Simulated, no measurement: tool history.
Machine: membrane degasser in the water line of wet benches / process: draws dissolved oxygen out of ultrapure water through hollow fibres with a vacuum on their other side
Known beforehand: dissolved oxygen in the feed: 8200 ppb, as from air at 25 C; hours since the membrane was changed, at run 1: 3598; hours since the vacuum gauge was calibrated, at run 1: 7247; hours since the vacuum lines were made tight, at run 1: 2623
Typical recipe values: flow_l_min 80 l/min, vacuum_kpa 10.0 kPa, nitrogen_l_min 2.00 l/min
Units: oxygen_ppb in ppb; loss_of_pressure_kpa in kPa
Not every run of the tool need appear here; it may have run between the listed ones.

run    hour  flow_l_min  vacuum_kpa  nitrogen_l_min  hours since the membrane was changed  hours since the vacuum gauge was calibrated  hours since the vacuum lines were made tight  oxygen_ppb  loss_of_pressure_kpa
  1     0.0          80        10.0            2.00                                  3598                                         7247                                          2623       561.0                 66.54
  2    78.1          80        10.0            2.00                                  3676                                         7325                                          2701       561.9                 66.92
  3   176.9          80        10.0            2.00                                  3775                                         7423                                          2800       557.6                 66.97
  4   318.0          80        10.0            2.00                                  3916                                         7565                                          2941       560.9                 67.36
  5   422.8          80        10.0            2.00                                  4021                                         7669                                          3046       567.1                 67.25
  6   498.5          62        10.0            2.00                                  4096                                         7745                                          3121       455.3                 52.38
  7   596.0          58        10.0            2.00                                  4194                                         7842                                          3219       434.0                 48.61
  8   718.7          58        10.0            2.00                                  4317                                         7965                                          3342       434.0                 48.83
  9   859.2          80        10.0            2.00                                  4457                                         8106                                          3482       562.0                 67.42
 10   986.4          80        10.0            2.00                                  4584                                         8233                                          3609       567.1                 67.51
     1087.0  -- vacuum gauge calibrated
 11  1113.4          80         7.9            2.00                                  4711                                           26                                          3736       442.7                 67.37
 12  1205.2          80         7.9            2.00                                  4803                                          118                                          3828       442.6                 67.25
 13  1274.0          80        24.8            2.00                                  4872                                          187                                          3896      1531.8                 67.07
 14  1355.0          80        24.8            2.00                                  4952                                          268                                          3977      1537.7                 67.42
 15  1467.8         103        24.8            2.00                                  5065                                          381                                          4090      1842.5                 86.83
 16  1538.0         103        24.8            2.00                                  5136                                          451                                          4160      1841.0                 86.44
     1613.0  -- seals of the vacuum lines changed
 17  1660.2         111        18.7            5.05                                  5256                                          571                                            47       761.7                 93.31
 18  1769.9          80        14.6            2.00                                  5365                                          681                                           157       913.5                 67.79
 19  1893.0          80         9.3            2.00                                  5489                                          804                                           280       541.0                 67.76
     1952.0  -- vacuum gauge calibrated, once more
 20  1954.6          80         9.3            2.00                                  5550                                            3                                           341       476.9                 66.93
 21  2020.4          80         9.3            2.00                                  5615                                           68                                           407       472.4                 67.55
 22  2133.7          80         9.3            2.00                                  5729                                          182                                           520       475.6                 67.90
 23  2216.7          80         6.5            2.00                                  5812                                          265                                           603       268.3                 67.70
 24  2322.6          87        10.9            0.86                                  5918                                          371                                           709      1104.2                 73.41
 25  2437.9          93         7.9            2.41                                  6033                                          486                                           824       372.5                 79.29
 26  2507.7          93         7.9            2.41                                  6103                                          556                                           894       371.6                 78.46
 27  2625.2          93         7.9            2.41                                  6220                                          673                                          1012       372.8                 78.57

For run 28, what comes out?
 28  2728.9         105        23.1            1.02                                  6324                                          777                                          1115           ?                     ?

oxygen_ppb: 2480.8 ppb
loss_of_pressure_kpa: 89.54 kPa
With no hidden state in the tool, this same run would have given oxygen_ppb 2473.8 ppb, loss_of_pressure_kpa 86.14 kPa.

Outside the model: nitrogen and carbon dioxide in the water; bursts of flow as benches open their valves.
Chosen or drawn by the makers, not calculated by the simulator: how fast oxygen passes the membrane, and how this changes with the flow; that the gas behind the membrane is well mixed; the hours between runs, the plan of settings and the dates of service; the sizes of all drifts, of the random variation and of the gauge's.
